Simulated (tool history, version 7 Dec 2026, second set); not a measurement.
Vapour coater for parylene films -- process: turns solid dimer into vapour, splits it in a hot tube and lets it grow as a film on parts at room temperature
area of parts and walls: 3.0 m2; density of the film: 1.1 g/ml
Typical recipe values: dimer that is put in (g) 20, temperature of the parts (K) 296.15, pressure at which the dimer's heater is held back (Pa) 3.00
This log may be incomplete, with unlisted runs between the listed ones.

| run | hour | dimer that is put in (g) | temperature of the parts (K) | pressure at which the dimer's heater is held back (Pa) | thickness of the film (µm) |
|---|---|---|---|---|---|
| 1 | 0.0 | 20 | 296.15 | 3.00 | 3.79 |
| 2 | 21.6 | 20 | 296.15 | 3.00 | 3.77 |
| 3 | 59.0 | 20 | 296.15 | 3.00 | 3.79 |
| 4 | 88.0 | 20 | 296.15 | 3.00 | 3.79 |
| 5 | 127.8 | 20 | 296.15 | 3.00 | 3.79 |
| 6 | 172.6 | 20 | 296.15 | 3.00 | 3.71 |
| 7 | 221.2 | 19 | 296.15 | 3.00 | 3.49 |
| 8 | 253.9 | 19 | 296.15 | 3.00 | 3.50 |
| 9 | 277.7 | 19 | 296.15 | 3.00 | 3.47 |
| 10 | 319.7 | 19 | 296.15 | 3.00 | 3.43 |
| 11 | 356.4 | 19 | 296.15 | 3.00 | 3.42 |
| 12 | 402.7 | 19 | 296.15 | 3.00 | 3.44 |
| 13 | 440.6 | 19 | 296.15 | 3.00 | 3.37 |
| 14 | 480.2 | 19 | 296.15 | 3.00 | 3.38 |
|  | 506.0 | trap's valve overhauled |
| 15 | 534.1 | 19 | 296.15 | 3.00 | 3.83 |
| 16 | 585.2 | 19 | 296.15 | 3.00 | 3.76 |
|  | 628.2 | table's thermometer calibrated |
| 17 | 629.6 | 20 | 296.15 | 3.00 | 3.79 |
| 18 | 667.5 | 23 | 296.15 | 3.00 | 4.31 |
| 19 | 718.2 | 23 | 296.15 | 3.00 | 4.36 |
| 20 | 755.8 | 20 | 296.15 | 3.00 | 3.75 |
| 21 | 795.1 | 20 | 296.15 | 3.00 | 3.70 |
| 22 | 827.9 | 20 | 296.15 | 4.22 | 3.59 |
| 23 | 851.2 | 20 | 292.15 | 3.00 | 4.07 |
| 24 | 877.7 | 10 | 290.15 | 3.00 | 2.15 |
| 25 | 907.7 | 22 | 306.15 | 6.92 | 2.70 |
| 26 | 943.8 | 22 | 306.15 | 6.92 | 2.67 |
| 27 | 978.7 | 9 | 301.15 | 3.68 | 1.37 |
| 28 | 1025.7 | 20 | 304.15 | 5.45 | 2.65 |
| 29 | 1061.4 | 10 | 294.15 | 3.90 | 1.82 |
| 30 | 1103.2 | 33 | 297.15 | 7.54 | 4.94 |
| 31 | 1126.8 | 15 | 299.15 | 2.22 | 2.51 |
| 32 | 1162.4 | 20 | 291.15 | 2.97 | 4.06 |
| 33 | 1190.7 | 10 | 290.15 | 5.28 | 1.89 |
| 34 | 1234.7 | 10 | 290.15 | 5.28 | 1.89 |
|  | 1262.4 | trap's valve overhauled |
| 35 | 1272.1 | 10 | 290.15 | 5.28 | 2.19 |
| 36 | 1301.0 | 24 | 296.15 | 8.56 | 3.97 |
| 37 | 1346.4 | 20 | 297.15 | 8.74 | 3.29 |
| 38 | 1382.4 | 20 | 297.15 | 8.74 | 3.25 |
| 39 | 1409.0 | 20 | 295.15 | 11.51 | 3.33 |
| 40 | 1436.8 | 20 | 295.15 | 11.51 | 3.26 |
| 41 | 1483.0 | 24 | 294.15 | 11.03 | 4.02 |
| 42 | 1508.8 | 18 | 294.15 | 2.13 | 3.80 |
| 43 | 1561.1 | 19 | 304.15 | 2.18 | 2.96 |
| 44 | 1596.1 | 30 | 296.15 | 3.00 | 5.72 |
| 45 | 1645.3 | 13 | 296.15 | 8.34 | 2.09 |
| 46 | 1682.6 | 20 | 296.15 | 2.85 | 3.75 |

Per-run results on a tool with no hidden state, each run keeping its own random variation:
The tool's hidden condition here consists of: vapour lost through the trap's worn valve, %; true temperature of the parts over the reading, C; drift of the gauge itself on film_um, %.
| run | thickness of the film (µm) |
|---|---|
| 1 | 3.86 |
| 2 | 3.85 |
| 3 | 3.89 |
| 4 | 3.90 |
| 5 | 3.92 |
| 6 | 3.87 |
| 7 | 3.67 |
| 8 | 3.69 |
| 9 | 3.67 |
| 10 | 3.66 |
| 11 | 3.67 |
| 12 | 3.71 |
| 13 | 3.66 |
| 14 | 3.70 |
| 15 | 3.72 |
| 16 | 3.69 |
| 17 | 3.88 |
| 18 | 4.44 |
| 19 | 4.51 |
| 20 | 3.90 |
| 21 | 3.87 |
| 22 | 3.77 |
| 23 | 4.30 |
| 24 | 2.28 |
| 25 | 2.88 |
| 26 | 2.86 |
| 27 | 1.48 |
| 28 | 2.88 |
| 29 | 1.98 |
| 30 | 5.43 |
| 31 | 2.77 |
| 32 | 4.50 |
| 33 | 2.10 |
| 34 | 2.12 |
| 35 | 2.15 |
| 36 | 3.93 |
| 37 | 3.28 |
| 38 | 3.25 |
| 39 | 3.34 |
| 40 | 3.29 |
| 41 | 4.07 |
| 42 | 3.87 |
| 43 | 3.03 |
| 44 | 5.89 |
| 45 | 2.17 |
| 46 | 3.92 |
